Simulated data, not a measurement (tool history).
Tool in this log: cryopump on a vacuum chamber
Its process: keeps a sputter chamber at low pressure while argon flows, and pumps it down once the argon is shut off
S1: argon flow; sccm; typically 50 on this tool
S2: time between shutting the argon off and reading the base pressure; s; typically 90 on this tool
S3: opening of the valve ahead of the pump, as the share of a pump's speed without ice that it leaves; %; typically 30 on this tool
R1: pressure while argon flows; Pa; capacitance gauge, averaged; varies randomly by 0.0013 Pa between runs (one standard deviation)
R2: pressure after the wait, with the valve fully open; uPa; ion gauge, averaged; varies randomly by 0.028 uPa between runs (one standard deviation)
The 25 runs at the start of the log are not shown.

{"run": 26, "hour": 282.8, "S1": 98, "S2": 27, "S3": 44, "R1": 0.4304, "R2": 6.91}
{"run": 27, "hour": 299.5, "S1": 50, "S2": 90, "S3": 38, "R1": 0.2541, "R2": 4.51}
{"run": 28, "hour": 313.2, "S1": 32, "S2": 114, "S3": 20, "R1": 0.297, "R2": 4.45}
{"run": 29, "hour": 321.7, "S1": 31, "S2": 79, "S3": 58, "R1": 0.1087, "R2": 4.95}
{"run": 30, "hour": 335.5, "S1": 25, "S2": 178, "S3": 28, "R1": 0.1688, "R2": 4.41}
{"run": 31, "hour": 352.0, "S1": 50, "S2": 90, "S3": 20, "R1": 0.4674, "R2": 4.78}
{"run": 32, "hour": 360.6, "S1": 52, "S2": 90, "S3": 15, "R1": 0.6425, "R2": 4.81}
{"run": 33, "hour": 373.7, "S1": 35, "S2": 61, "S3": 30, "R1": 0.223, "R2": 5.45}
{"run": 34, "hour": 385.5, "S1": 69, "S2": 172, "S3": 31, "R1": 0.4289, "R2": 4.58}

Here are 4 independent what-if runs from the current tool condition. What would each one return?
{"run": "A", "hour": 395.8, "S1": 24, "S2": 57, "S3": 16, "R1": "?", "R2": "?"}
{"run": "B", "hour": 395.8, "S1": 21, "S2": 90, "S3": 30, "R1": "?", "R2": "?"}
{"run": "C", "hour": 395.8, "S1": 50, "S2": 90, "S3": 52, "R1": "?", "R2": "?"}
{"run": "D", "hour": 395.8, "S1": 37, "S2": 173, "S3": 56, "R1": "?", "R2": "?"}

run=A R1=0.2795 R2=5.77
run=B R1=0.1349 R2=5.14
run=C R1=0.1948 R2=5.10
run=D R1=0.1352 R2=4.53
Had the tool no hidden state, the same runs would have come out as:
run=A R1=0.2675 R2=1.93
run=B R1=0.1243 R2=1.33
run=C R1=0.1699 R2=1.32
run=D R1=0.1167 R2=0.81
